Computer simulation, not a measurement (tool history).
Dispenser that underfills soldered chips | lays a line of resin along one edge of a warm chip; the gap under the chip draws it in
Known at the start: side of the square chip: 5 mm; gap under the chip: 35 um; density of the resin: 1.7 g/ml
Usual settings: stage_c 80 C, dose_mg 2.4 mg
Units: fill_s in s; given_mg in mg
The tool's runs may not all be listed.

{"run": 1, "hour": 0.0, "stage_c": 80, "dose_mg": 2.4, "fill_s": 48.3, "given_mg": 2.362}
{"hour": 8.2, "done": "new syringe of resin"}
{"run": 2, "hour": 11.8, "stage_c": 80, "dose_mg": 2.4, "fill_s": 52.1, "given_mg": 2.353}
{"hour": 17.3, "done": "new syringe of resin"}
{"run": 3, "hour": 21.9, "stage_c": 82, "dose_mg": 2.4, "fill_s": 48.6, "given_mg": 2.334}
{"hour": 25.2, "done": "dispensing valve cleaned and set on the balance"}
{"hour": 27.5, "done": "new syringe of resin"}
{"run": 4, "hour": 31.1, "stage_c": 80, "dose_mg": 2.4, "fill_s": 50, "given_mg": 2.402}
{"hour": 36.2, "done": "new syringe of resin"}
{"hour": 45.5, "done": "new syringe of resin"}
{"run": 5, "hour": 46.9, "stage_c": 80, "dose_mg": 2.4, "fill_s": 47.7, "given_mg": 2.382}
{"hour": 54.1, "done": "new syringe of resin"}
{"run": 6, "hour": 58.6, "stage_c": 80, "dose_mg": 2.88, "fill_s": 52, "given_mg": 2.845}
{"hour": 63.2, "done": "new syringe of resin"}
{"hour": 71.9, "done": "new syringe of resin"}
{"run": 7, "hour": 71.9, "stage_c": 80, "dose_mg": 2.4, "fill_s": 47.5, "given_mg": 2.366}
{"hour": 81.5, "done": "new syringe of resin"}
{"run": 8, "hour": 85.4, "stage_c": 80, "dose_mg": 2.17, "fill_s": 54.3, "given_mg": 2.129}
{"hour": 90.2, "done": "new syringe of resin"}
{"run": 9, "hour": 95.4, "stage_c": 80, "dose_mg": 2.17, "fill_s": 56.3, "given_mg": 2.113}
{"hour": 97.2, "done": "dispensing valve cleaned and set on the balance"}
{"hour": 100.2, "done": "new syringe of resin"}
{"run": 10, "hour": 106.3, "stage_c": 80, "dose_mg": 2.47, "fill_s": 54.8, "given_mg": 2.46}
{"hour": 109.5, "done": "new syringe of resin"}
{"hour": 119.3, "done": "new syringe of resin"}
{"run": 11, "hour": 121.1, "stage_c": 80, "dose_mg": 2.43, "fill_s": 47.9, "given_mg": 2.406}
{"hour": 128.7, "done": "new syringe of resin"}
{"run": 12, "hour": 131.6, "stage_c": 80, "dose_mg": 2.43, "fill_s": 49.3, "given_mg": 2.387}
{"hour": 137.8, "done": "new syringe of resin"}
{"run": 13, "hour": 139.8, "stage_c": 90, "dose_mg": 2.4, "fill_s": 32.1, "given_mg": 2.367}
{"hour": 146.8, "done": "new syringe of resin"}
{"run": 14, "hour": 154.6, "stage_c": 90, "dose_mg": 2.4, "fill_s": 38.6, "given_mg": 2.346}
{"hour": 155.9, "done": "new syringe of resin"}
{"hour": 164.8, "done": "new syringe of resin"}
{"hour": 169.5, "done": "dispensing valve cleaned and set on the balance"}
{"run": 15, "hour": 169.9, "stage_c": 80, "dose_mg": 2.75, "fill_s": 52.8, "given_mg": 2.754}
{"hour": 175.0, "done": "new syringe of resin"}
{"hour": 184.3, "done": "new syringe of resin"}
{"run": 16, "hour": 185.0, "stage_c": 80, "dose_mg": 2.75, "fill_s": 48.4, "given_mg": 2.729}
{"hour": 193.4, "done": "new syringe of resin"}
{"run": 17, "hour": 197.0, "stage_c": 92, "dose_mg": 2.47, "fill_s": 31.2, "given_mg": 2.432}
{"hour": 202.1, "done": "new syringe of resin"}
{"run": 18, "hour": 204.1, "stage_c": 93, "dose_mg": 2.07, "fill_s": 28.6, "given_mg": 2.051}
{"hour": 211.8, "done": "new syringe of resin"}
{"run": 19, "hour": 216.5, "stage_c": 93, "dose_mg": 2.07, "fill_s": 31.9, "given_mg": 2.031}
{"hour": 221.3, "done": "new syringe of resin"}
{"run": 20, "hour": 228.7, "stage_c": 78, "dose_mg": 2.07, "fill_s": 67.8, "given_mg": 2.015}
{"hour": 230.0, "done": "new syringe of resin"}
{"hour": 239.2, "done": "new syringe of resin"}
{"hour": 241.0, "done": "dispensing valve cleaned and set on the balance"}
{"run": 21, "hour": 241.3, "stage_c": 66, "dose_mg": 2.09, "fill_s": 96.9, "given_mg": 2.089}
{"run": 22, "hour": 248.0, "stage_c": 66, "dose_mg": 2.09, "fill_s": 120.7, "given_mg": 2.078}
{"hour": 248.9, "done": "new syringe of resin"}
{"hour": 258.1, "done": "new syringe of resin"}
{"run": 23, "hour": 259.4, "stage_c": 67, "dose_mg": 2.66, "fill_s": 86.7, "given_mg": 2.635}
{"hour": 266.8, "done": "new syringe of resin"}
{"run": 24, "hour": 268.0, "stage_c": 67, "dose_mg": 2.37, "fill_s": 89.8, "given_mg": 2.34}
{"hour": 275.9, "done": "new syringe of resin"}
{"run": 25, "hour": 277.1, "stage_c": 70, "dose_mg": 2.36, "fill_s": 78.4, "given_mg": 2.324}
{"hour": 285.1, "done": "new syringe of resin"}
{"run": 26, "hour": 288.1, "stage_c": 70, "dose_mg": 2.36, "fill_s": 81.5, "given_mg": 2.319}
{"hour": 294.0, "done": "new syringe of resin"}
{"run": 27, "hour": 301.2, "stage_c": 95, "dose_mg": 2.68, "fill_s": 30.8, "given_mg": 2.603}
{"hour": 303.5, "done": "new syringe of resin"}
{"hour": 312.8, "done": "dispensing valve cleaned and set on the balance"}
{"hour": 313.5, "done": "new syringe of resin"}
{"run": 28, "hour": 313.5, "stage_c": 95, "dose_mg": 2.64, "fill_s": 24.6, "given_mg": 2.649}
{"hour": 322.2, "done": "new syringe of resin"}
{"run": 29, "hour": 324.9, "stage_c": 95, "dose_mg": 2.64, "fill_s": 27, "given_mg": 2.634}
{"hour": 331.2, "done": "new syringe of resin"}
{"run": 30, "hour": 336.4, "stage_c": 78, "dose_mg": 2.86, "fill_s": 61.8, "given_mg": 2.843}
{"hour": 339.8, "done": "new syringe of resin"}
{"run": 31, "hour": 347.3, "stage_c": 78, "dose_mg": 2.86, "fill_s": 66.6, "given_mg": 2.828}
{"hour": 349.5, "done": "new syringe of resin"}
{"hour": 358.4, "done": "new syringe of resin"}
{"run": 32, "hour": 359.7, "stage_c": 78, "dose_mg": 2.86, "fill_s": 53.7, "given_mg": 2.814}

The same runs without the tool's hidden state, with the same run-to-run variation:
The hidden state here: resin's viscosity, % of fresh resin's; dose that the valve gives, % of what is set; true chip temperature over the reading, C; drift of the gauge itself on fill_s, %; drift of the gauge itself on given_mg, %.
run=1 fill_s=44.2 given_mg=2.399
run=2 fill_s=43.3 given_mg=2.401
run=3 fill_s=39.1 given_mg=2.392
run=4 fill_s=42.7 given_mg=2.4
run=5 fill_s=43.1 given_mg=2.395
run=6 fill_s=42.6 given_mg=2.875
run=7 fill_s=44.3 given_mg=2.404
run=8 fill_s=44.8 given_mg=2.175
run=9 fill_s=43.7 given_mg=2.168
run=10 fill_s=42.7 given_mg=2.471
run=11 fill_s=42.6 given_mg=2.431
run=12 fill_s=42 given_mg=2.422
run=13 fill_s=28.3 given_mg=2.409
run=14 fill_s=27.6 given_mg=2.403
run=15 fill_s=42.4 given_mg=2.758
run=16 fill_s=43.3 given_mg=2.75
run=17 fill_s=25.6 given_mg=2.461
run=18 fill_s=24.9 given_mg=2.081
run=19 fill_s=25.4 given_mg=2.071
run=20 fill_s=48.7 given_mg=2.064
run=21 fill_s=84.8 given_mg=2.095
run=22 fill_s=84.7 given_mg=2.09
run=23 fill_s=76.8 given_mg=2.66
run=24 fill_s=78.6 given_mg=2.37
run=25 fill_s=67.9 given_mg=2.361
run=26 fill_s=67.1 given_mg=2.366
run=27 fill_s=22.5 given_mg=2.671
run=28 fill_s=22.9 given_mg=2.645
run=29 fill_s=22.4 given_mg=2.642
run=30 fill_s=46.6 given_mg=2.866
run=31 fill_s=47.4 given_mg=2.864
run=32 fill_s=46.6 given_mg=2.864
